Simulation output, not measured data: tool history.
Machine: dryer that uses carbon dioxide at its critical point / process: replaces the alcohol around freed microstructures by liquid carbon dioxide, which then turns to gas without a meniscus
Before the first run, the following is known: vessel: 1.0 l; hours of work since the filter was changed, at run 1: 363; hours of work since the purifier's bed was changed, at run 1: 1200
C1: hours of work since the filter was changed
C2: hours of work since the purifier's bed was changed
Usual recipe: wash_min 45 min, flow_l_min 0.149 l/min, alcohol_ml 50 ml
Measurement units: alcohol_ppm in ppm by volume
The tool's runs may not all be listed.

Run 1, day 0.000: usual settings; C1 363; C2 1200. Result: alcohol_ppm 878 ppm by volume.
At day 1.175: purifier's bed changed.
Run 2, day 2.433: usual settings; C1 401; C2 21. Result: alcohol_ppm 654 ppm by volume.
Run 3, day 4.754: usual settings; C1 440; C2 60. Result: alcohol_ppm 686 ppm by volume.
At day 6.650: inlet filter changed.
Run 4, day 6.650: usual settings; C1 0; C2 91. Result: alcohol_ppm 465 ppm by volume.
Run 5, day 8.483: usual settings; C1 31; C2 121. Result: alcohol_ppm 486 ppm by volume.
Run 6, day 10.596: usual settings; C1 66; C2 157. Result: alcohol_ppm 510 ppm by volume.
Run 7, day 12.108: usual settings but wash_min 46 min; C1 91; C2 182. Result: alcohol_ppm 466 ppm by volume.
Run 8, day 13.388: usual settings but wash_min 70 min; C1 113; C2 203. Result: alcohol_ppm 86 ppm by volume.
Run 9, day 15.733: usual settings but wash_min 70 min; C1 152; C2 243. Result: alcohol_ppm 90 ppm by volume.
Run 10, day 18.425: usual settings but flow_l_min 0.167 l/min; C1 197; C2 288. Result: alcohol_ppm 347 ppm by volume.
Run 11, day 20.971: usual settings but wash_min 50 min, flow_l_min 0.250 l/min, alcohol_ml 105 ml; C1 239; C2 330. Result: alcohol_ppm 97 ppm by volume.
Run 12, day 22.600: usual settings but wash_min 44 min, flow_l_min 0.250 l/min, alcohol_ml 21 ml; C1 267; C2 357. Result: alcohol_ppm 88 ppm by volume.
Run 13, day 24.521: usual settings but wash_min 44 min, flow_l_min 0.250 l/min, alcohol_ml 21 ml; C1 299; C2 389. Result: alcohol_ppm 93 ppm by volume.
Run 14, day 25.896: usual settings but wash_min 44 min, flow_l_min 0.143 l/min, alcohol_ml 21 ml; C1 322; C2 412. Result: alcohol_ppm 412 ppm by volume.
Run 15, day 28.712: usual settings but wash_min 59 min, alcohol_ml 27 ml; C1 369; C2 460. Result: alcohol_ppm 182 ppm by volume.
Run 16, day 30.800: usual settings but wash_min 59 min, alcohol_ml 101 ml; C1 404; C2 494. Result: alcohol_ppm 424 ppm by volume.
Run 17, day 32.538: usual settings but wash_min 28 min, flow_l_min 0.146 l/min, alcohol_ml 90 ml; C1 433; C2 523. Result: alcohol_ppm 6477 ppm by volume.
Run 18, day 34.104: usual settings but wash_min 28 min, flow_l_min 0.146 l/min, alcohol_ml 90 ml; C1 459; C2 550. Result: alcohol_ppm 6491 ppm by volume.
At day 34.875: inlet filter changed.
Run 19, day 35.742: usual settings but wash_min 46 min; C1 14; C2 576. Result: alcohol_ppm 531 ppm by volume.
Run 20, day 37.008: usual settings but wash_min 29 min, flow_l_min 0.110 l/min, alcohol_ml 29 ml; C1 36; C2 597. Result: alcohol_ppm 3462 ppm by volume.

How would selected steps in alcohol_ppm from run to run divide? Give the signed amount a tool lacking its hidden state would still show from settings, what came in and random variation, and the signed amount left for the hidden state, including any gauge scatter that is not in both of the compared results.
Hidden state present: flow that reaches the vessel past the clogged filter, %; alcohol in the recycled carbon dioxide, ppm; drift of the gauge itself on alcohol_ppm, %.
Run 16 -> 17: wash_min 59 -> 28, flow_l_min 0.149 -> 0.146, alcohol_ml 101 -> 90. alcohol_ppm +6053 ppm by volume: hidden state +1163, all else +4890.
Run 18 -> 19: wash_min 28 -> 46, flow_l_min 0.146 -> 0.149, alcohol_ml 90 -> 50, inlet filter changed. alcohol_ppm -5960 ppm by volume: hidden state -1331, all else -4629.

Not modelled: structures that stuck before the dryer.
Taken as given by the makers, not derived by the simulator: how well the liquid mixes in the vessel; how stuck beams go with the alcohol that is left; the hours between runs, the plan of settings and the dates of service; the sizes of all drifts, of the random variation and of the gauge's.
